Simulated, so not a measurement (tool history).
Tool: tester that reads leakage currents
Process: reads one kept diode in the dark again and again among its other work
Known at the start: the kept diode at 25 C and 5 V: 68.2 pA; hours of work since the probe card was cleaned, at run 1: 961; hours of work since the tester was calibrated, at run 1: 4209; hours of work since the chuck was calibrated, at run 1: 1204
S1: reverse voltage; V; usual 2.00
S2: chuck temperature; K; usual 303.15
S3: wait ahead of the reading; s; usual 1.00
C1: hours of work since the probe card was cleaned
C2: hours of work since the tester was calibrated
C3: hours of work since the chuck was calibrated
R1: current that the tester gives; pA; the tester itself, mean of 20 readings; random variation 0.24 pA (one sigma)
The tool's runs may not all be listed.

Run 1, hour 0.0: usual settings; C1 961; C2 4209; C3 1204. Result: R1 73.53 pA.
Run 2, hour 109.3: usual settings; C1 1025; C2 4272; C3 1268. Result: R1 73.80 pA.
Run 3, hour 247.5: usual settings; C1 1105; C2 4353; C3 1349. Result: R1 73.02 pA.
Run 4, hour 371.0: usual settings but S1 2.15 V; C1 1177; C2 4425; C3 1421. Result: R1 75.29 pA.
Run 5, hour 489.9: usual settings but S1 2.15 V; C1 1247; C2 4494; C3 1490. Result: R1 74.30 pA.
At hour 510.9: chuck's temperature calibrated.
Run 6, hour 609.1: usual settings; C1 1315; C2 4563; C3 57. Result: R1 69.80 pA.
Run 7, hour 754.5: usual settings; C1 1400; C2 4647; C3 142. Result: R1 69.34 pA.
Run 8, hour 865.9: usual settings; C1 1465; C2 4712; C3 207. Result: R1 69.43 pA.
At hour 1059.3: chuck's temperature calibrated, once more.
Run 9, hour 1059.6: usual settings; C1 1576; C2 4824; C3 0. Result: R1 83.47 pA.
Run 10, hour 1279.8: usual settings; C1 1705; C2 4953; C3 129. Result: R1 82.63 pA.
At hour 1370.5: probe card cleaned and baked.
Run 11, hour 1520.0: usual settings; C1 87; C2 5091; C3 267. Result: R1 78.02 pA.
Run 12, hour 1740.9: usual settings; C1 216; C2 5220; C3 396. Result: R1 77.93 pA.
Run 13, hour 1869.2: usual settings; C1 291; C2 5295; C3 471. Result: R1 77.16 pA.
Run 14, hour 2021.6: usual settings; C1 380; C2 5384; C3 559. Result: R1 77.37 pA.
Run 15, hour 2161.9: usual settings but S1 4.66 V, S2 302.15 K, S3 1.17 s; C1 462; C2 5465; C3 641. Result: R1 94.62 pA.
At hour 2348.4: tester calibrated.
Run 16, hour 2371.6: usual settings but S1 4.66 V, S2 302.15 K, S3 1.17 s; C1 583; C2 14; C3 762. Result: R1 91.43 pA.
Run 17, hour 2556.1: usual settings but S1 5.93 V, S2 302.15 K, S3 1.89 s; C1 690; C2 121; C3 870. Result: R1 98.14 pA.
Run 18, hour 2763.6: usual settings but S1 9.34 V, S2 312.15 K, S3 2.95 s; C1 811; C2 242; C3 991. Result: R1 235.49 pA.
Run 19, hour 2903.7: usual settings but S1 3.68 V, S2 324.15 K, S3 0.48 s; C1 893; C2 324; C3 1073. Result: R1 400.33 pA.

4 ways to go on from here, each from the tool as it stands after run 19. What would each give?
Run A, hour 3035.0: usual settings but S1 5.10 V, S2 301.15 K, S3 0.81 s; C1 969; C2 400; C3 1149. Result: R1 ?.
Run B, hour 3035.0: usual settings but S1 1.28 V, S2 301.15 K, S3 0.48 s; C1 969; C2 400; C3 1149. Result: R1 ?.
Run C, hour 3035.0: usual settings but S1 13.42 V, S2 293.15 K, S3 0.48 s; C1 969; C2 400; C3 1149. Result: R1 ?.
Run D, hour 3035.0: usual settings but S1 3.68 V, S2 313.15 K, S3 0.48 s; C1 969; C2 400; C3 1149. Result: R1 ?.

run      R1
  A   87.79
  B   54.85
  C   81.26
  D  186.51
Without the tool's hidden state the same runs would have given:
run      R1
  A   89.21
  B   57.83
  C   72.65
  D  196.29
